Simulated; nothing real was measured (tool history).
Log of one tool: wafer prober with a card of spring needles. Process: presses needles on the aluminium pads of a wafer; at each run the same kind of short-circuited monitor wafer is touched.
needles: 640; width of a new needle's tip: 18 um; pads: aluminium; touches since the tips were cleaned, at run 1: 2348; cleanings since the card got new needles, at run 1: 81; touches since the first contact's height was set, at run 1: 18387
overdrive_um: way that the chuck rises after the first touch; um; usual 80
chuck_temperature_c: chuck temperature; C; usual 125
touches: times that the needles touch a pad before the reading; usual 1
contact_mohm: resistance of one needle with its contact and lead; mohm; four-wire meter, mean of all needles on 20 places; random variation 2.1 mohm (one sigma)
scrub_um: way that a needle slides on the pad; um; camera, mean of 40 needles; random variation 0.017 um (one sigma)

run,day,overdrive_um,chuck_temperature_c,touches,touches since the tips were cleaned,cleanings since the card got new needles,touches since the first contact's height was set,contact_mohm,scrub_um
1,0,80,125,1,2348,81,18387,271,16.24
# day 0.692: tips cleaned on abrasive film
# day 1.754: tips cleaned on abrasive film
# day 2.792: tips cleaned on abrasive film
2,2.862,80,125,1,511,84,38399,248,16.22
# day 3.733: tips cleaned on abrasive film
# day 4.858: tips cleaned on abrasive film
# day 5.958: tips cleaned on abrasive film
3,6.121,80,125,1,1128,87,61164,259,16.16
# day 6.996: tips cleaned on abrasive film
# day 7.992: tips cleaned on abrasive film
# day 9.071: tips cleaned on abrasive film
4,9.175,80,125,1,732,90,82497,254,16.13
# day 10.008: tips cleaned on abrasive film
# day 11.058: tips cleaned on abrasive film
5,11.138,63,125,1,565,92,96221,261,12.66
# day 12.05: tips cleaned on abrasive film
# day 13.075: tips cleaned on abrasive film
# day 14.079: tips cleaned on abrasive film
6,14.079,80,81,1,0,95,116782,233,16.05
# day 15.212: tips cleaned on abrasive film
# day 16.317: tips cleaned on abrasive film
7,17.225,80,81,1,6381,97,138789,310,16.02
# day 17.458: tips cleaned on abrasive film
# day 18.471: tips cleaned on abrasive film
8,19.225,80,125,3,5277,99,152760,265,15.98
# day 19.417: tips cleaned on abrasive film
# day 20.388: tips cleaned on abrasive film
9,21.162,80,125,3,5451,101,166306,261,15.97
# day 21.396: tips cleaned on abrasive film
# day 22.496: tips cleaned on abrasive film
# day 23.45: tips cleaned on abrasive film
# day 24.438: tips cleaned on abrasive film
# day 24.65: height of the first contact set anew
10,24.65,80,125,2,1390,105,0,252,16.28
# day 25.567: tips cleaned on abrasive film
# day 26.604: tips cleaned on abrasive film
11,27.004,80,125,2,2813,107,16486,264,16.22
# day 27.625: tips cleaned on abrasive film
# day 28.712: tips cleaned on abrasive film
# day 29.633: tips cleaned on abrasive film
12,29.633,80,125,1,0,110,34833,240,16.21
# day 30.717: tips cleaned on abrasive film
# day 31.842: tips cleaned on abrasive film
13,32.525,80,125,1,4805,112,55074,303,16.17
# day 32.988: tips cleaned on abrasive film
# day 34.054: tips cleaned on abrasive film
# day 34.971: tips cleaned on abrasive film
14,35.071,80,96,1,690,115,72846,248,16.14
# day 35.892: tips cleaned on abrasive film
# day 36.958: tips cleaned on abrasive film
# day 37.921: tips cleaned on abrasive film
15,38.383,83,125,1,3246,118,95991,282,16.7
# day 39.017: tips cleaned on abrasive film
# day 40.058: tips cleaned on abrasive film
16,40.654,79,125,2,4203,120,111895,277,15.92
# day 41.117: tips cleaned on abrasive film
# day 42.175: tips cleaned on abrasive film
# day 43.1: tips cleaned on abrasive film
17,43.1,78,68,1,0,123,128952,237,15.62
# day 44.129: tips cleaned on abrasive film
# day 45.221: tips cleaned on abrasive film
18,45.258,63,125,1,264,125,144039,264,12.55
# day 46.325: tips cleaned on abrasive film
19,47.188,72,116,1,6039,126,157542,327,14.37
# day 47.338: tips cleaned on abrasive film
# day 48.454: tips cleaned on abrasive film
# day 49.529: tips cleaned on abrasive film
20,49.542,80,68,1,102,129,173988,226,15.97
# day 50.508: tips cleaned on abrasive film
# day 51.625: tips cleaned on abrasive film
# day 51.846: height of the first contact set anew
21,52.15,68,68,2,3615,131,2125,275,13.83
# day 52.592: tips cleaned on abrasive film
# day 53.642: tips cleaned on abrasive film
# day 54.638: tips cleaned on abrasive film
22,55.4,85,61,2,5355,134,24841,264,17.3
# day 55.633: tips cleaned on abrasive film
# day 56.704: tips cleaned on abrasive film
23,57.3,85,61,2,4175,136,38107,258,17.22
# day 57.696: tips cleaned on abrasive film
# day 58.742: tips cleaned on abrasive film
# day 59.662: tips cleaned on abrasive film
# day 60.712: tips cleaned on abrasive film
24,60.712,61,54,2,0,140,61931,231,12.31
# day 61.796: tips cleaned on abrasive film
# day 62.888: tips cleaned on abrasive film
# day 63.842: tips cleaned on abrasive film
25,64.088,88,64,2,1732,143,85531,242,17.75
# day 64.958: tips cleaned on abrasive film
# day 66.033: tips cleaned on abrasive film
# day 66.975: tips cleaned on abrasive film
26,66.975,83,92,1,0,146,105726,235,16.66
# day 67.988: tips cleaned on abrasive film
27,68.45,97,37,1,3252,147,116039,258,19.49

Forecast each of these 3 alternatives for the next run:
# day 68.912: tips cleaned on abrasive film
# day 69.958: tips cleaned on abrasive film
# day 71.062: tips cleaned on abrasive film
A,71.392,82,125,2,2304,150,136576,?,?
# day 68.912: tips cleaned on abrasive film
# day 69.958: tips cleaned on abrasive film
# day 71.062: tips cleaned on abrasive film
B,71.392,97,50,3,2304,150,136576,?,?
# day 68.912: tips cleaned on abrasive film
# day 69.958: tips cleaned on abrasive film
# day 71.062: tips cleaned on abrasive film
C,71.392,97,71,2,2304,150,136576,?,?

run,contact_mohm,scrub_um
A,255,16.43
B,226,19.48
C,242,19.51
Without the tool's hidden state the same runs would have given:
run,contact_mohm,scrub_um
A,229,16.69
B,212,19.75
C,221,19.77
